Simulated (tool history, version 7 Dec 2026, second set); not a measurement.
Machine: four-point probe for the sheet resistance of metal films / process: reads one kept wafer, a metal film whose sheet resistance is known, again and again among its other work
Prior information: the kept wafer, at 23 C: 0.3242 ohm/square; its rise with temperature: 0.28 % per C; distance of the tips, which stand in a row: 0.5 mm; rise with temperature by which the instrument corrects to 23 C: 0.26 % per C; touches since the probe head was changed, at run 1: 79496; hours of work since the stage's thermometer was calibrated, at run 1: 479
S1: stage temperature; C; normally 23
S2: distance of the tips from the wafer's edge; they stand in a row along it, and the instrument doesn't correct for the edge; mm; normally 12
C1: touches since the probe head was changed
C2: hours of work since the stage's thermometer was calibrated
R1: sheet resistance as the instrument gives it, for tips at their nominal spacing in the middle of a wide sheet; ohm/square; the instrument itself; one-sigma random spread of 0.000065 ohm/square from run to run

{"run": 1, "hour": 0.0, "S1": 23, "S2": 12, "C1": 79496, "C2": 479, "R1": 0.321205}
{"hour": 71.5, "done": "new probe head fitted"}
{"run": 2, "hour": 105.7, "S1": 21, "S2": 12, "C1": 1139, "C2": 530, "R1": 0.325061}
{"run": 3, "hour": 156.0, "S1": 21, "S2": 19, "C1": 2809, "C2": 554, "R1": 0.324849}
{"run": 4, "hour": 223.4, "S1": 23, "S2": 12, "C1": 5047, "C2": 586, "R1": 0.32505}
{"run": 5, "hour": 272.7, "S1": 23, "S2": 12, "C1": 6684, "C2": 610, "R1": 0.324899}
{"run": 6, "hour": 381.0, "S1": 23, "S2": 56, "C1": 10283, "C2": 661, "R1": 0.324465}
{"run": 7, "hour": 442.2, "S1": 23, "S2": 56, "C1": 12318, "C2": 691, "R1": 0.324402}
{"run": 8, "hour": 541.7, "S1": 23, "S2": 23, "C1": 15621, "C2": 738, "R1": 0.324289}
{"run": 9, "hour": 618.9, "S1": 31, "S2": 23, "C1": 18185, "C2": 775, "R1": 0.324676}
{"run": 10, "hour": 713.6, "S1": 31, "S2": 23, "C1": 21332, "C2": 821, "R1": 0.32451}
{"run": 11, "hour": 764.5, "S1": 31, "S2": 23, "C1": 23023, "C2": 845, "R1": 0.324395}
{"run": 12, "hour": 877.2, "S1": 23, "S2": 12, "C1": 26768, "C2": 899, "R1": 0.324182}
{"run": 13, "hour": 975.9, "S1": 23, "S2": 12, "C1": 30046, "C2": 947, "R1": 0.324085}
{"run": 14, "hour": 1061.6, "S1": 23, "S2": 27, "C1": 32892, "C2": 988, "R1": 0.323642}
{"run": 15, "hour": 1150.5, "S1": 23, "S2": 27, "C1": 35845, "C2": 1030, "R1": 0.323486}
{"run": 16, "hour": 1248.3, "S1": 23, "S2": 27, "C1": 39097, "C2": 1077, "R1": 0.323502}
{"run": 17, "hour": 1303.2, "S1": 23, "S2": 27, "C1": 40920, "C2": 1103, "R1": 0.323565}
{"run": 18, "hour": 1374.7, "S1": 23, "S2": 27, "C1": 43295, "C2": 1138, "R1": 0.323317}
{"run": 19, "hour": 1493.2, "S1": 23, "S2": 73, "C1": 47232, "C2": 1195, "R1": 0.323048}
{"run": 20, "hour": 1572.2, "S1": 23, "S2": 73, "C1": 49857, "C2": 1232, "R1": 0.323117}
{"run": 21, "hour": 1653.7, "S1": 29, "S2": 73, "C1": 52562, "C2": 1271, "R1": 0.32326}
{"run": 22, "hour": 1740.9, "S1": 29, "S2": 73, "C1": 55460, "C2": 1313, "R1": 0.323072}
{"run": 23, "hour": 1811.7, "S1": 22, "S2": 15, "C1": 57813, "C2": 1347, "R1": 0.322924}
{"run": 24, "hour": 1881.4, "S1": 24, "S2": 8, "C1": 60126, "C2": 1381, "R1": 0.323307}
{"run": 25, "hour": 1963.1, "S1": 19, "S2": 59, "C1": 62841, "C2": 1420, "R1": 0.322393}
{"run": 26, "hour": 2040.7, "S1": 19, "S2": 59, "C1": 65419, "C2": 1457, "R1": 0.322252}
{"run": 27, "hour": 2133.2, "S1": 34, "S2": 6, "C1": 68493, "C2": 1501, "R1": 0.323972}
{"run": 28, "hour": 2195.5, "S1": 34, "S2": 6, "C1": 70564, "C2": 1531, "R1": 0.323942}
{"run": 29, "hour": 2305.8, "S1": 21, "S2": 52, "C1": 74226, "C2": 1584, "R1": 0.321964}
{"run": 30, "hour": 2409.2, "S1": 21, "S2": 52, "C1": 77662, "C2": 1633, "R1": 0.321933}
{"run": 31, "hour": 2464.6, "S1": 21, "S2": 29, "C1": 79502, "C2": 1660, "R1": 0.321903}
{"hour": 2538.7, "done": "new probe head fitted"}
{"run": 32, "hour": 2581.1, "S1": 20, "S2": 6, "C1": 1409, "C2": 1715, "R1": 0.325194}
{"run": 33, "hour": 2677.1, "S1": 27, "S2": 12, "C1": 4598, "C2": 1761, "R1": 0.324393}
{"run": 34, "hour": 2728.7, "S1": 27, "S2": 12, "C1": 6315, "C2": 1786, "R1": 0.324394}
{"run": 35, "hour": 2828.5, "S1": 27, "S2": 12, "C1": 9628, "C2": 1834, "R1": 0.324363}
{"run": 36, "hour": 2885.3, "S1": 32, "S2": 28, "C1": 11514, "C2": 1861, "R1": 0.324177}
{"hour": 2922.5, "done": "stage's thermometer calibrated"}
{"run": 37, "hour": 2939.4, "S1": 32, "S2": 28, "C1": 13297, "C2": 8, "R1": 0.32342}
{"run": 38, "hour": 3047.5, "S1": 26, "S2": 12, "C1": 16886, "C2": 60, "R1": 0.32312}

Alternative continuations, all from the tool just after run 38; predict every row:
{"run": "A", "hour": 3133.6, "S1": 29, "S2": 43, "C1": 19749, "C2": 101, "R1": "?"}
{"run": "B", "hour": 3133.6, "S1": 26, "S2": 13, "C1": 19749, "C2": 101, "R1": "?"}
{"run": "C", "hour": 3133.6, "S1": 27, "S2": 6, "C1": 19749, "C2": 101, "R1": "?"}

run=A R1=0.322979
run=B R1=0.322975
run=C R1=0.324188
Take away the tool's hidden state, keep each run's random variation, and the runs would have read:
run=A R1=0.324438
run=B R1=0.324434
run=C R1=0.325651
